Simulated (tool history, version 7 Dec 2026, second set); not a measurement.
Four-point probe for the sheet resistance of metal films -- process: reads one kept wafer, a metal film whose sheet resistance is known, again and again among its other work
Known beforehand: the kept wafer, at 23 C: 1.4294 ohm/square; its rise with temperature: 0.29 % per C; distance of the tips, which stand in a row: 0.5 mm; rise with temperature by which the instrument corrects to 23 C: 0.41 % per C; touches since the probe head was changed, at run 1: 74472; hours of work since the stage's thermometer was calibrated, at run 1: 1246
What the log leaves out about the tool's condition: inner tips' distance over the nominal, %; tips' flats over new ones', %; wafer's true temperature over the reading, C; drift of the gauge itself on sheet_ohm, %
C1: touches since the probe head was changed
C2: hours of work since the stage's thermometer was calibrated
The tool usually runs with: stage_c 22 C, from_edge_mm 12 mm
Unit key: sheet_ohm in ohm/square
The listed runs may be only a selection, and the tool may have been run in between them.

run 1 hour=0 | stage_c=22 from_edge_mm=12 | C1=74472 C2=1246 | sheet_ohm=1.422702
run 2 hour=45.2 | stage_c=22 from_edge_mm=12 | C1=77108 C2=1281 | sheet_ohm=1.421814
run 3 hour=76.8 | stage_c=22 from_edge_mm=12 | C1=78950 C2=1307 | sheet_ohm=1.421573
run 4 hour=108.5 | stage_c=22 from_edge_mm=15 | C1=80800 C2=1332 | sheet_ohm=1.420431
run 5 hour=148.4 | stage_c=22 from_edge_mm=15 | C1=83122 C2=1363 | sheet_ohm=1.420481
run 6 hour=181.6 | stage_c=22 from_edge_mm=15 | C1=85060 C2=1390 | sheet_ohm=1.420071
run 7 hour=208.3 | stage_c=22 from_edge_mm=15 | C1=86615 C2=1411 | sheet_ohm=1.420258
run 8 hour=228.8 | stage_c=22 from_edge_mm=15 | C1=87811 C2=1427 | sheet_ohm=1.419805
-- hour=233.8 new probe head fitted
run 9 hour=257 | stage_c=22 from_edge_mm=15 | C1=1348 C2=1449 | sheet_ohm=1.419995
run 10 hour=282.7 | stage_c=22 from_edge_mm=15 | C1=2850 C2=1469 | sheet_ohm=1.419491
run 11 hour=301.4 | stage_c=22 from_edge_mm=15 | C1=3938 C2=1484 | sheet_ohm=1.419284
run 12 hour=330.4 | stage_c=22 from_edge_mm=15 | C1=5630 C2=1507 | sheet_ohm=1.419402
run 13 hour=373 | stage_c=22 from_edge_mm=15 | C1=8112 C2=1541 | sheet_ohm=1.419225
run 14 hour=409.9 | stage_c=22 from_edge_mm=12 | C1=10266 C2=1570 | sheet_ohm=1.419059
run 15 hour=447.9 | stage_c=20 from_edge_mm=12 | C1=12481 C2=1600 | sheet_ohm=1.422192
-- hour=452.6 stage's thermometer calibrated
run 16 hour=486.4 | stage_c=20 from_edge_mm=12 | C1=14693 C2=27 | sheet_ohm=1.421802
run 17 hour=531.5 | stage_c=26 from_edge_mm=64 | C1=17327 C2=63 | sheet_ohm=1.409835
run 18 hour=556.5 | stage_c=24 from_edge_mm=58 | C1=18783 C2=82 | sheet_ohm=1.413159
-- hour=576.3 stage's thermometer calibrated, once more
run 19 hour=592.9 | stage_c=31 from_edge_mm=5 | C1=20876 C2=13 | sheet_ohm=1.410125
run 20 hour=632.2 | stage_c=31 from_edge_mm=5 | C1=23165 C2=44 | sheet_ohm=1.409591
run 21 hour=652.5 | stage_c=24 from_edge_mm=29 | C1=24349 C2=60 | sheet_ohm=1.413477
run 22 hour=694.1 | stage_c=24 from_edge_mm=29 | C1=26773 C2=93 | sheet_ohm=1.412353
run 23 hour=730.9 | stage_c=18 from_edge_mm=29 | C1=28921 C2=123 | sheet_ohm=1.422823
run 24 hour=762.9 | stage_c=18 from_edge_mm=29 | C1=30788 C2=148 | sheet_ohm=1.423192
run 25 hour=786.7 | stage_c=18 from_edge_mm=29 | C1=32175 C2=167 | sheet_ohm=1.422878
run 26 hour=817 | stage_c=18 from_edge_mm=6 | C1=33940 C2=191 | sheet_ohm=1.427935
run 27 hour=846.2 | stage_c=21 from_edge_mm=10 | C1=35641 C2=214 | sheet_ohm=1.418445
run 28 hour=867.1 | stage_c=24 from_edge_mm=5 | C1=36859 C2=231 | sheet_ohm=1.418509
run 29 hour=910.2 | stage_c=26 from_edge_mm=8 | C1=39373 C2=265 | sheet_ohm=1.411155
run 30 hour=937.9 | stage_c=23 from_edge_mm=12 | C1=40989 C2=287 | sheet_ohm=1.414019
run 31 hour=961.4 | stage_c=34 from_edge_mm=14 | C1=42357 C2=305 | sheet_ohm=1.395369

Measured minus without-hidden-state, run by run (identical run-to-run variation in each term; gauge scatter may differ):
run=1 sheet_ohm=-0.010174
run=2 sheet_ohm=-0.010601
run=3 sheet_ohm=-0.010895
run=4 sheet_ohm=-0.011157
run=5 sheet_ohm=-0.011493
run=6 sheet_ohm=-0.011791
run=7 sheet_ohm=-0.012039
run=8 sheet_ohm=-0.012225
run=9 sheet_ohm=-0.012148
run=10 sheet_ohm=-0.012354
run=11 sheet_ohm=-0.01252
run=12 sheet_ohm=-0.012795
run=13 sheet_ohm=-0.013155
run=14 sheet_ohm=-0.013476
run=15 sheet_ohm=-0.013888
run=16 sheet_ohm=-0.014444
run=17 sheet_ohm=-0.014686
run=18 sheet_ohm=-0.014938
run=19 sheet_ohm=-0.013805
run=20 sheet_ohm=-0.01417
run=21 sheet_ohm=-0.014401
run=22 sheet_ohm=-0.014764
run=23 sheet_ohm=-0.015203
run=24 sheet_ohm=-0.015483
run=25 sheet_ohm=-0.015703
run=26 sheet_ohm=-0.016023
run=27 sheet_ohm=-0.016186
run=28 sheet_ohm=-0.016385
run=29 sheet_ohm=-0.016705
run=30 sheet_ohm=-0.016997
run=31 sheet_ohm=-0.01697
